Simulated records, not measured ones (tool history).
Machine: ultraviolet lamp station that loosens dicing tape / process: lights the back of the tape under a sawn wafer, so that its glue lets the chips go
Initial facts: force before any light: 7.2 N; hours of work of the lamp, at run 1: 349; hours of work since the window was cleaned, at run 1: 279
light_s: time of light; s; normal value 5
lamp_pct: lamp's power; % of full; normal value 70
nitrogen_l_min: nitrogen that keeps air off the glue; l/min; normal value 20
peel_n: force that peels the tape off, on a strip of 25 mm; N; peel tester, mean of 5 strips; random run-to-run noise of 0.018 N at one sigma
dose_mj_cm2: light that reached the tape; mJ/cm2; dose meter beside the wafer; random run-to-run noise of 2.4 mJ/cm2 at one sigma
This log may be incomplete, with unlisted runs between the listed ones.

| run | hour | light_s | lamp_pct | nitrogen_l_min | hours of work of the lamp | hours of work since the window was cleaned | peel_n | dose_mj_cm2 |
|---|---|---|---|---|---|---|---|---|
| 1 | 0.0 | 5 | 70 | 20 | 349 | 279 | 1.094 | 219 |
| 2 | 11.4 | 5 | 70 | 20 | 354 | 285 | 1.083 | 215 |
| 3 | 25.3 | 5 | 70 | 6 | 361 | 292 | 2.240 | 221 |
| 4 | 33.7 | 5 | 70 | 6 | 366 | 296 | 2.214 | 217 |
| 5 | 43.5 | 5 | 70 | 6 | 371 | 301 | 2.205 | 215 |
| 6 | 54.9 | 5 | 70 | 6 | 376 | 307 | 2.261 | 213 |
| 7 | 69.7 | 5 | 70 | 6 | 384 | 315 | 2.251 | 215 |
| 8 | 86.7 | 5 | 70 | 6 | 392 | 323 | 2.181 | 210 |
| 9 | 98.1 | 5 | 70 | 6 | 398 | 329 | 2.230 | 211 |
| 10 | 111.9 | 5 | 70 | 6 | 405 | 336 | 2.221 | 212 |
| 11 | 125.9 | 5 | 70 | 6 | 412 | 343 | 2.241 | 211 |
| 12 | 144.9 | 8 | 70 | 6 | 422 | 353 | 1.207 | 338 |
| 13 | 164.0 | 8 | 70 | 6 | 432 | 362 | 1.184 | 336 |
| 14 | 175.2 | 8 | 70 | 6 | 437 | 368 | 1.189 | 334 |
| 15 | 184.3 | 5 | 70 | 20 | 442 | 373 | 1.127 | 208 |
|  | 185.8 | window cleaned of glue's vapour |
| 16 | 196.1 | 5 | 70 | 20 | 448 | 5 | 1.308 | 195 |
| 17 | 208.1 | 5 | 70 | 20 | 454 | 11 | 1.336 | 195 |
| 18 | 222.7 | 5 | 70 | 20 | 461 | 19 | 1.284 | 198 |
|  | 233.4 | window cleaned of glue's vapour, once more |
| 19 | 239.7 | 5 | 70 | 6 | 469 | 3 | 2.072 | 229 |
| 20 | 255.3 | 4 | 65 | 10 | 477 | 11 | 2.269 | 169 |
| 21 | 270.1 | 4 | 65 | 22 | 485 | 19 | 1.563 | 169 |
| 22 | 284.8 | 4 | 65 | 22 | 492 | 26 | 1.581 | 167 |
| 23 | 298.0 | 5 | 92 | 24 | 499 | 33 | 0.515 | 295 |
| 24 | 308.7 | 4 | 92 | 24 | 504 | 38 | 0.814 | 234 |
| 25 | 327.1 | 10 | 92 | 31 | 514 | 47 | 0.140 | 590 |
| 26 | 347.2 | 5 | 68 | 6 | 524 | 58 | 2.245 | 213 |
| 27 | 366.6 | 3 | 68 | 6 | 534 | 67 | 3.564 | 129 |
| 28 | 380.5 | 3 | 69 | 18 | 541 | 74 | 2.337 | 132 |
| 29 | 398.8 | 3 | 69 | 18 | 550 | 84 | 2.368 | 127 |
| 30 | 416.2 | 3 | 69 | 18 | 559 | 93 | 2.387 | 131 |
| 31 | 434.2 | 8 | 84 | 17 | 568 | 102 | 0.320 | 424 |
| 32 | 453.3 | 5 | 65 | 16 | 578 | 111 | 1.435 | 201 |
| 33 | 473.4 | 5 | 71 | 31 | 588 | 122 | 0.757 | 222 |

Hidden state at the last listed run before each entry between runs and at the first one after, where it differs:
From run 15 to run 16: window cleaned of glue's vapour (hour 185.8)
  lamp's light, % of a new lamp's: 92.6 -> 92.5; light that the window lets through, % of a clean one's: 90.7 -> 84.4
  measured less the result without the state, peel_n: +0.312 -> +0.468 N; dose_mj_cm2: -39 -> -55 mJ/cm2
From run 18 to run 19: window cleaned of glue's vapour, once more (hour 233.4)
  lamp's light, % of a new lamp's: 92.3 -> 92.2; light that the window lets through, % of a clean one's: 84.1 -> 99.3
  measured less the result without the state, peel_n: +0.468 -> +0.220 N; dose_mj_cm2: -56 -> -22 mJ/cm2

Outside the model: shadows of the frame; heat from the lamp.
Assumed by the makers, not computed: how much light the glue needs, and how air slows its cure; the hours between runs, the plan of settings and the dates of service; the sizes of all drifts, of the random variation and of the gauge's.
